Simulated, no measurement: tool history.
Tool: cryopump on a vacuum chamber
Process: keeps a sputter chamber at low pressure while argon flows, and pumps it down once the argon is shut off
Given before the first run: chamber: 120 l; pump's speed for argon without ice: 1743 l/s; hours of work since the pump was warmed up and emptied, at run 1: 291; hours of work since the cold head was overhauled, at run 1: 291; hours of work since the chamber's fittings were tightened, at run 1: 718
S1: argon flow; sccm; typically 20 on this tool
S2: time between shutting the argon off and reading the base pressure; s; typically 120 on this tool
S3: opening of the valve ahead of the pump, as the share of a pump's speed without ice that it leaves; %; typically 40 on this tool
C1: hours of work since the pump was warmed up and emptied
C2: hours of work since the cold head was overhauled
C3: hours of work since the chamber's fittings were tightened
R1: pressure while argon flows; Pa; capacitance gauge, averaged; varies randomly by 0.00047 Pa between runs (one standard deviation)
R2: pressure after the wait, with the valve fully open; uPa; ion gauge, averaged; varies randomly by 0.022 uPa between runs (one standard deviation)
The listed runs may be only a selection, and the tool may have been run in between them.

| run | hour | S1 | S2 | S3 | C1 | C2 | C3 | R1 | R2 |
|---|---|---|---|---|---|---|---|---|---|
| 1 | 0 | 20 | 120 | 40 | 291 | 291 | 718 | 0.0501 | 0.91 |
| 2 | 59.3 | 20 | 120 | 40 | 315 | 315 | 742 | 0.0502 | 0.89 |
| 3 | 103.1 | 20 | 120 | 40 | 332 | 332 | 759 | 0.0506 | 0.92 |
| 4 | 158.8 | 20 | 120 | 40 | 355 | 355 | 782 | 0.0515 | 0.88 |
| 5 | 219.2 | 20 | 120 | 40 | 379 | 379 | 806 | 0.051 | 0.92 |
| 6 | 260.1 | 9 | 120 | 40 | 396 | 396 | 823 | 0.0234 | 0.95 |
| 7 | 316.4 | 9 | 120 | 40 | 418 | 418 | 846 | 0.0233 | 0.94 |
| 8 | 381.7 | 20 | 120 | 50 | 445 | 445 | 872 | 0.0424 | 0.93 |
| 9 | 417.7 | 20 | 120 | 50 | 459 | 459 | 887 | 0.0425 | 0.96 |
| 10 | 455 | 20 | 120 | 50 | 474 | 474 | 902 | 0.0419 | 0.97 |
| 11 | 507.3 | 20 | 120 | 50 | 496 | 496 | 923 | 0.0415 | 0.98 |
| 12 | 543.2 | 39 | 120 | 40 | 510 | 510 | 937 | 0.1016 | 1 |
| 13 | 570.8 | 39 | 120 | 40 | 521 | 521 | 948 | 0.1023 | 1.03 |
| 14 | 603.6 | 39 | 120 | 40 | 535 | 535 | 962 | 0.1018 | 1.02 |
| 15 | 651.8 | 39 | 120 | 40 | 554 | 554 | 981 | 0.1019 | 1.02 |
| 16 | 703.7 | 39 | 120 | 40 | 575 | 575 | 1002 | 0.1022 | 1.1 |
| 17 | 764.6 | 12 | 227 | 43 | 600 | 600 | 1027 | 0.0296 | 0.86 |
| 18 | 806.4 | 24 | 120 | 40 | 616 | 616 | 1044 | 0.0639 | 1.08 |
| 19 | 860.5 | 20 | 132 | 46 | 638 | 638 | 1066 | 0.0463 | 1.06 |
| 20 | 909.8 | 11 | 120 | 26 | 658 | 658 | 1085 | 0.0441 | 1.1 |
| 21 | 965.7 | 12 | 31 | 59 | 681 | 681 | 1108 | 0.0231 | 2.23 |
| 22 | 1030.2 | 17 | 41 | 40 | 707 | 707 | 1134 | 0.0453 | 1.96 |
| 23 | 1087.9 | 27 | 120 | 23 | 730 | 730 | 1157 | 0.1206 | 1.1 |
| 24 | 1122.7 | 19 | 176 | 23 | 744 | 744 | 1171 | 0.0849 | 1.05 |
| 25 | 1169.1 | 20 | 148 | 40 | 763 | 763 | 1190 | 0.0533 | 1.07 |
| 26 | 1230.9 | 17 | 37 | 19 | 788 | 788 | 1215 | 0.0905 | 2.01 |
| 27 | 1294.6 | 17 | 37 | 19 | 814 | 814 | 1241 | 0.0929 | 2.12 |
| 28 | 1329.4 | 17 | 58 | 16 | 828 | 828 | 1255 | 0.1085 | 1.67 |
| 29 | 1359 | 32 | 132 | 23 | 840 | 840 | 1267 | 0.1444 | 1.21 |
| 30 | 1389.2 | 36 | 197 | 20 | 852 | 852 | 1279 | 0.1847 | 1.07 |
| 31 | 1419.4 | 36 | 197 | 20 | 864 | 864 | 1291 | 0.186 | 1.07 |

A few steps of R1 between consecutive runs. Split each: what settings, incoming material and random variation would produce without the hidden state, and what is left over for the hidden state, along with gauge scatter present in only one of the two compared results (measured, and without hidden state):
The hidden state here: pump's speed, % of a pump's without ice; cold plate's temperature, K; leak into the chamber, uPa l/s; drift of the gauge itself on working_pa, %; drift of the gauge itself on base_upa, %.
Run 11 -> 12: S1 20 -> 39, S3 50 -> 40. R1 +0.0601 Pa: hidden state +0.0035, all else +0.0566.
Run 16 -> 17: S1 39 -> 12, S2 120 -> 227, S3 40 -> 43. R1 -0.0726 Pa: hidden state -0.0054, all else -0.0672.
Run 22 -> 23: S1 17 -> 27, S2 41 -> 120, S3 40 -> 23. R1 +0.0753 Pa: hidden state +0.0028, all else +0.0725.
Run 28 -> 29: S1 17 -> 32, S2 58 -> 132, S3 16 -> 23. R1 +0.0359 Pa: hidden state +0.0048, all else +0.0311.
